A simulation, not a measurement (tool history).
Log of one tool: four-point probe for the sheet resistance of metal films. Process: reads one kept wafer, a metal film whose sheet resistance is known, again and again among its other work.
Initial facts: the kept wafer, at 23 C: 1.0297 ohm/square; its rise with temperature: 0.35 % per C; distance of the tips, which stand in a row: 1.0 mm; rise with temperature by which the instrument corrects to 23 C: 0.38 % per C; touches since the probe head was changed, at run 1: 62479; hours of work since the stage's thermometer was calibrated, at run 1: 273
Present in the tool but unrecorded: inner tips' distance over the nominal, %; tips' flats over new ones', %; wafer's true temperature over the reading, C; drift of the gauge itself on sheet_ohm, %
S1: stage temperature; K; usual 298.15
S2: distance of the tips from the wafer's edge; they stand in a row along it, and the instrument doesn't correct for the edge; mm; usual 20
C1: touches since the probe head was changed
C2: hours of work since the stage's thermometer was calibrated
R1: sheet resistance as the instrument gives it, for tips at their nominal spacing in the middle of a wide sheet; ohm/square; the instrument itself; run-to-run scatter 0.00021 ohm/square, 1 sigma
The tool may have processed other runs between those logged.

| run | hour | S1 | S2 | C1 | C2 | R1 |
|---|---|---|---|---|---|---|
| 1 | 0 | 298.15 | 20 | 62479 | 273 | 1.024379 |
| 2 | 87 | 298.15 | 20 | 64204 | 337 | 1.024836 |
| 3 | 151.5 | 298.15 | 20 | 65482 | 384 | 1.024126 |
| 4 | 280.6 | 298.15 | 20 | 68043 | 479 | 1.023966 |
| 5 | 356.4 | 298.15 | 65 | 69545 | 534 | 1.022245 |
| 6 | 468.2 | 300.15 | 20 | 71761 | 616 | 1.022948 |
|  | 477.9 | stage's thermometer calibrated |
| 7 | 575 | 298.15 | 20 | 73869 | 71 | 1.02352 |
| 8 | 673.8 | 298.15 | 20 | 75827 | 144 | 1.023104 |
| 9 | 795 | 298.15 | 20 | 78230 | 232 | 1.02341 |
| 10 | 877.6 | 298.15 | 6 | 79866 | 293 | 1.036175 |
|  | 925.3 | stage's thermometer calibrated, once more |
| 11 | 1017.1 | 298.15 | 6 | 82624 | 67 | 1.035061 |
| 12 | 1140.5 | 298.15 | 6 | 85069 | 158 | 1.034943 |
| 13 | 1200.4 | 305.15 | 16 | 86257 | 202 | 1.01993 |
| 14 | 1300.9 | 296.15 | 8 | 88250 | 275 | 1.028665 |
| 15 | 1436.5 | 298.15 | 8 | 90937 | 375 | 1.028205 |
| 16 | 1505 | 296.15 | 15 | 92295 | 425 | 1.022043 |
| 17 | 1594.6 | 294.15 | 20 | 94071 | 490 | 1.021902 |
| 18 | 1697 | 294.15 | 20 | 96102 | 566 | 1.021532 |
| 19 | 1769.6 | 294.15 | 20 | 97542 | 619 | 1.021234 |

What does the tool deliver on the next run?
| 20 | 1903.9 | 294.15 | 20 | 100203 | 717 | ? |

Logged for run 20: R1 1.021354 ohm/square.
Minus the tool's unlogged condition, the same run would have read R1 1.031867 ohm/square.

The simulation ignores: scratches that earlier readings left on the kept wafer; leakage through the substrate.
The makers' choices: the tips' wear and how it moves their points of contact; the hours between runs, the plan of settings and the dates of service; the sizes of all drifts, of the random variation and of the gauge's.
